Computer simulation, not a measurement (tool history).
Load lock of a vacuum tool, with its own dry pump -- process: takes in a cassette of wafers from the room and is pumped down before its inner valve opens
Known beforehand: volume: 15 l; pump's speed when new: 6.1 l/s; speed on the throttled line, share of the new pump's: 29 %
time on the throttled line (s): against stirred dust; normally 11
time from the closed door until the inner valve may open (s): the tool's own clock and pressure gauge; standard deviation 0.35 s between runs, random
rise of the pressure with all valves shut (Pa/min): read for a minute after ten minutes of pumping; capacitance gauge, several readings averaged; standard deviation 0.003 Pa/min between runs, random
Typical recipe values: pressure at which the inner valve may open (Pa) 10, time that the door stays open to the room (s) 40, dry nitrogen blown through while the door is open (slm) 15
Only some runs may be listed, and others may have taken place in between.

run,hour,time on the throttled line (s),pressure at which the inner valve may open (Pa),time that the door stays open to the room (s),dry nitrogen blown through while the door is open (slm),"incoming humidity of the room's air, %",time from the closed door until the inner valve may open (s),rise of the pressure with all valves shut (Pa/min)
1,0.0,11,10,40,15,46.4,33.3,0.124
2,130.4,11,10,40,15,45.9,33.3,0.129
3,264.8,11,10,40,15,45.5,33.3,0.131
4,400.3,11,10,40,15,47.1,33.4,0.135
5,544.0,11,10,40,15,45.1,33.2,0.135
6,672.5,11,10,40,15,47.1,33.8,0.135
7,796.7,11,10,40,15,43.9,33.9,0.151
8,900.9,11,10,27,15,44.0,33.0,0.148
9,969.8,11,10,27,15,45.8,33.5,0.144
10,1064.4,11,10,27,15,45.9,33.6,0.146
11,1126.8,11,10,27,15,44.4,34.0,0.145
12,1189.1,11,10,27,15,43.5,33.6,0.153
13,1296.5,19,10,40,15,42.5,38.8,0.158
14,1437.3,19,10,40,15,46.0,39.0,0.164
15,1504.7,11,7,146,5,46.9,35.5,0.205
16,1574.2,11,8,40,12,45.4,34.6,0.168

For run 17, what comes out?
17,1666.4,11,8,40,12,43.4,?,?

time from the closed door until the inner valve may open (s): 35.2
rise of the pressure with all valves shut (Pa/min): 0.177
With the hidden condition absent and the run-to-run variation left alone, this run would have shown time from the closed door until the inner valve may open (s) 31.6, rise of the pressure with all valves shut (Pa/min) 0.037.

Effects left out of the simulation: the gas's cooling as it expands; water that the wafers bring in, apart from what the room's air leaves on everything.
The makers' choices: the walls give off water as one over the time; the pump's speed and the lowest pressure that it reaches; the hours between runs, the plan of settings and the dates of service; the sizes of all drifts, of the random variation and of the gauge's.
